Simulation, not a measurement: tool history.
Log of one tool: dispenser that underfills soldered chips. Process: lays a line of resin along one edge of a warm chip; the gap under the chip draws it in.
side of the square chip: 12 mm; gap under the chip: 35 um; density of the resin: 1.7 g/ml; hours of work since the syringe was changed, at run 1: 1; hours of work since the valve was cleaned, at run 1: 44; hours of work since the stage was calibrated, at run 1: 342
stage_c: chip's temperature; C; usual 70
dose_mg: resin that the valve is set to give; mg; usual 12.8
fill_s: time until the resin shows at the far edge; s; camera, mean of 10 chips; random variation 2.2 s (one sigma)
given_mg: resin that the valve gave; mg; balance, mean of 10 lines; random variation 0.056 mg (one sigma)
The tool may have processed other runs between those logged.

run,hour,stage_c,dose_mg,hours of work since the syringe was changed,hours of work since the valve was cleaned,hours of work since the stage was calibrated,fill_s,given_mg
1,0.0,70,12.8,1,44,342,205.9,12.35
# hour 8.0: new syringe of resin
2,8.1,70,12.8,0,49,347,194.6,12.31
# hour 17.2: new syringe of resin
# hour 18.2: dispensing valve cleaned and set on the balance
3,18.9,70,12.8,0,0,353,199.4,12.78
4,25.4,70,12.8,5,5,357,234.4,12.84
# hour 27.3: new syringe of resin
5,33.1,70,12.8,4,9,361,219.4,12.72
# hour 36.6: new syringe of resin
# hour 45.8: new syringe of resin
6,47.1,70,12.8,1,18,370,204.0,12.59
# hour 54.6: new syringe of resin
7,55.0,70,12.8,0,22,375,197.9,12.59
# hour 63.5: new syringe of resin
8,64.9,62,12.8,1,28,381,287.3,12.51
9,71.7,70,12.8,5,33,385,235.4,12.52
# hour 73.1: new syringe of resin
# hour 82.7: new syringe of resin
10,85.0,72,12.8,1,41,393,189.9,12.45
# hour 91.6: new syringe of resin
11,94.5,72,12.8,2,47,399,191.7,12.32
# hour 100.5: new syringe of resin
12,100.5,72,12.8,0,50,402,179.9,12.31
13,106.2,77,13.7,4,54,406,163.6,13.09
# hour 108.3: dispensing valve cleaned and set on the balance
# hour 110.4: new syringe of resin
# hour 119.5: new syringe of resin
14,119.6,77,13.7,0,7,413,142.4,13.71
# hour 128.4: new syringe of resin
15,129.0,78,12.8,0,12,419,139.4,12.71
# hour 137.9: new syringe of resin
16,137.9,79,12.8,0,18,424,133.0,12.69
17,143.8,70,11.8,4,22,428,230.0,11.66
# hour 146.8: new syringe of resin
18,149.7,57,12.6,2,25,432,369.6,12.45
# hour 156.7: new syringe of resin
19,161.2,70,13.8,3,32,439,210.3,13.39
# hour 165.8: new syringe of resin
20,168.2,58,14.9,1,36,443,337.4,14.42
# hour 175.2: new syringe of resin
21,176.5,58,14.9,1,41,448,330.8,14.38

What does the tool deliver on the next run?
# hour 184.1: new syringe of resin
22,188.1,78,16.0,3,49,455,?,?

{"run 22": {"fill_s": 146.2, "given_mg": 15.44}}
With no hidden state in the tool, this same run would have given fill_s 149.5 s, given_mg 16.03 mg.
